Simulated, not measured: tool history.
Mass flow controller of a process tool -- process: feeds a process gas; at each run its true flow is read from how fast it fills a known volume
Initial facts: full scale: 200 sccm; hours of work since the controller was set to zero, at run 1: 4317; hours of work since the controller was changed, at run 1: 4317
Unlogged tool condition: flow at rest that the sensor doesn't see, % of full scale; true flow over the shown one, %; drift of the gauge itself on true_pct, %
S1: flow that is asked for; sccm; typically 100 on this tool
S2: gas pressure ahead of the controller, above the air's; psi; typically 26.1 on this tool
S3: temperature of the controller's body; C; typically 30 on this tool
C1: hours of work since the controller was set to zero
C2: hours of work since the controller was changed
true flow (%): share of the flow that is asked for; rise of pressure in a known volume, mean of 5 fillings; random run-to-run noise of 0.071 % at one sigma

Run 1, hour 0.0: usual settings; C1 4317; C2 4317. Result: true flow (%) 99.29.
Run 2, hour 112.8: usual settings but S1 167 sccm; C1 4380; C2 4380. Result: true flow (%) 99.49.
Run 3, hour 208.2: usual settings but S1 167 sccm, S3 27 C; C1 4433; C2 4433. Result: true flow (%) 99.36.
Run 4, hour 353.0: usual settings but S1 167 sccm, S3 27 C; C1 4514; C2 4514. Result: true flow (%) 99.50.
Run 5, hour 483.4: usual settings; C1 4587; C2 4587. Result: true flow (%) 99.41.
Run 6, hour 610.4: usual settings; C1 4658; C2 4658. Result: true flow (%) 99.36.
Run 7, hour 780.4: usual settings; C1 4753; C2 4753. Result: true flow (%) 99.29.
Run 8, hour 877.7: usual settings but S1 28 sccm; C1 4807; C2 4807. Result: true flow (%) 101.88.
At hour 887.5: controller's zero set anew.
Run 9, hour 973.8: usual settings; C1 48; C2 4860. Result: true flow (%) 100.02.
Run 10, hour 1152.6: usual settings; C1 148; C2 4960. Result: true flow (%) 99.90.
At hour 1171.1: controller's zero set anew, once more.
Run 11, hour 1313.9: usual settings; C1 80; C2 5050. Result: true flow (%) 98.05.
Run 12, hour 1498.7: usual settings but S3 22 C; C1 183; C2 5153. Result: true flow (%) 97.76.
Run 13, hour 1660.8: usual settings but S3 22 C; C1 273; C2 5244. Result: true flow (%) 97.79.
Run 14, hour 1839.1: usual settings but S3 22 C; C1 373; C2 5343. Result: true flow (%) 97.76.
Run 15, hour 1954.1: usual settings but S3 22 C; C1 437; C2 5408. Result: true flow (%) 97.82.
Run 16, hour 2075.4: usual settings but S3 22 C; C1 505; C2 5475. Result: true flow (%) 97.68.
Run 17, hour 2210.6: usual settings but S1 25 sccm, S2 31.8 psi, S3 29 C; C1 581; C2 5551. Result: true flow (%) 97.71.
Run 18, hour 2391.1: usual settings but S1 26 sccm, S2 22.8 psi, S3 22 C; C1 681; C2 5652. Result: true flow (%) 97.74.
Run 19, hour 2553.3: usual settings but S2 27.7 psi; C1 772; C2 5742. Result: true flow (%) 97.97.
Run 20, hour 2711.2: usual settings but S1 27 sccm, S2 21.5 psi, S3 25 C; C1 860; C2 5830. Result: true flow (%) 98.03.
Run 21, hour 2891.1: usual settings but S2 25.5 psi, S3 29 C; C1 961; C2 5931. Result: true flow (%) 97.97.
Run 22, hour 3058.4: usual settings but S2 25.5 psi, S3 29 C; C1 1054; C2 6024. Result: true flow (%) 98.10.

Predict the results of run 23:
Run 23, hour 3185.0: usual settings but S2 24.2 psi, S3 20 C; C1 1125; C2 6095. Result: true flow (%) ?.

{"run 23": {"true flow (%)": 97.67}}
The same run, on a tool lacking any hidden state, would have yielded true flow (%) 99.07.
